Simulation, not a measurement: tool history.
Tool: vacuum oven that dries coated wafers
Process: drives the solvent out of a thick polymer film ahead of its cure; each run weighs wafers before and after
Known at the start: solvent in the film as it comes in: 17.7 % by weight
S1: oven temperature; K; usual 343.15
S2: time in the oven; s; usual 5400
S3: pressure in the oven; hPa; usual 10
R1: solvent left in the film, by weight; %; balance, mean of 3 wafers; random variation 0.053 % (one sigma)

run,hour,S1,S2,S3,R1
1,0,343.15,5400,10,2.35
2,76.9,343.15,5400,10,2.42
3,121,343.15,5400,10,2.33
4,197.8,343.15,5400,10,2.39
5,237.9,343.15,5400,10,2.39
6,303.4,343.15,5400,10,2.46
7,371.6,343.15,5400,5,2.2
8,446.4,343.15,5400,5,2.13
9,525.3,343.15,5400,10,2.54
10,592.3,343.15,5400,10,2.56
11,634.5,343.15,5400,10,2.56
12,669.2,343.15,5400,10,2.55
13,719.1,330.15,5400,10,7.9
14,798,330.15,5400,10,7.97
15,849.3,330.15,5400,19.8,8.97
16,887.4,330.15,5400,19.8,9.02
17,925,343.15,7080,10,2.11
18,987.2,343.15,5280,29.5,4.53
19,1048.9,343.15,5940,5.9,2.32
20,1091.2,330.15,4020,7.6,9.37
21,1163.1,341.15,8700,10,2.25
22,1228.8,336.15,5400,26.9,7.13
23,1273.8,336.15,5400,26.9,7.07
24,1309.2,336.15,5400,26.9,7.19
25,1380.4,337.15,8580,32.8,5.31
26,1416.9,337.15,8580,32.8,5.41
27,1468.7,337.15,8580,32.8,5.4

Not shown: 2 entries that the log had between the listed runs. Between which runs, and how does the tool's hidden state differ before and after?
Between runs 15 and 16: oven's thermocouples calibrated (hour 854.7)
  true wafer temperature over the reading, C: -0.75 -> -1.13; true pressure over the reading, kPa: 0.803 -> 0.811
  measured less the result without the state, R1: +1.12 -> +1.28 %
Between runs 24 and 25: oven's thermocouples calibrated, once more (hour 1330.7)
  true wafer temperature over the reading, C: -1.44 -> -0.09; true pressure over the reading, kPa: 0.909 -> 0.926
  measured less the result without the state, R1: +1.47 -> +0.92 %
